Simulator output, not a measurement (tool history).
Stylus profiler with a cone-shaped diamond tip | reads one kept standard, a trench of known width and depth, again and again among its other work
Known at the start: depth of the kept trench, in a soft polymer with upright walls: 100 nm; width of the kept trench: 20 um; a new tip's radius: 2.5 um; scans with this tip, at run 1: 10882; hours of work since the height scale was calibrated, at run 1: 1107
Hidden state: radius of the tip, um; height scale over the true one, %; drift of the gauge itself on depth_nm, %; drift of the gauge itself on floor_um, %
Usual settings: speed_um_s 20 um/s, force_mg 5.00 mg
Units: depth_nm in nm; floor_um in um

run,hour,speed_um_s,force_mg,scans with this tip,hours of work since the height scale was calibrated,depth_nm,floor_um
1,0.0,20,5.00,10882,1107,101.46,17.93
2,35.0,20,5.00,11112,1130,101.41,18.00
3,83.0,20,8.54,11427,1162,101.82,17.93
4,115.8,10,5.00,11643,1184,101.41,17.91
5,169.1,10,5.00,11993,1220,101.47,17.95
# hour 195.6: height scale calibrated on a step standard
6,208.0,10,5.00,12245,8,100.77,17.93
7,255.9,10,5.00,12560,40,100.77,17.86
8,318.1,10,5.00,12969,82,100.84,17.88
9,352.9,20,5.00,13197,105,100.76,17.95
10,407.4,20,5.00,13555,142,100.71,17.85
11,436.4,20,5.00,13746,161,100.85,17.86
12,468.0,20,5.00,13954,182,100.86,17.87
13,522.6,20,5.00,14312,219,100.91,17.79
14,577.0,13,5.00,14670,255,100.85,17.82
15,627.6,20,5.00,15003,289,100.95,17.72
16,659.3,20,5.00,15211,310,100.97,17.82
17,710.4,20,5.00,15546,344,100.92,17.75
18,753.2,20,5.00,15828,373,100.97,17.72
19,785.9,20,5.00,16043,395,100.92,17.71
20,832.7,7,5.00,16350,426,100.92,17.77
21,872.1,20,5.00,16609,452,101.07,17.74
22,902.5,20,5.00,16809,472,100.98,17.64
23,938.5,20,5.00,17046,497,101.06,17.69
24,980.1,75,4.34,17319,524,100.99,17.52
25,1021.8,75,4.41,17593,552,100.80,17.55
26,1059.1,75,4.41,17838,577,101.03,17.45
27,1121.4,51,3.16,18248,619,100.82,17.60
28,1175.1,51,3.16,18600,655,100.80,17.54
29,1207.5,51,3.16,18813,676,100.71,17.51
30,1236.0,9,1.77,19000,695,100.73,17.65
31,1301.3,9,1.77,19430,739,100.62,17.63
32,1352.2,9,1.77,19764,773,100.76,17.60
33,1406.1,9,1.77,20119,809,100.86,17.59
34,1432.8,21,8.28,20294,827,101.60,17.62

Run 35 comes next. What will it give?
35,1477.5,21,8.28,20588,857,?,?

depth_nm: 101.67 nm
floor_um: 17.63 um
Without the tool's hidden state the same run would have given depth_nm 101.32 nm, floor_um 18.62 um.

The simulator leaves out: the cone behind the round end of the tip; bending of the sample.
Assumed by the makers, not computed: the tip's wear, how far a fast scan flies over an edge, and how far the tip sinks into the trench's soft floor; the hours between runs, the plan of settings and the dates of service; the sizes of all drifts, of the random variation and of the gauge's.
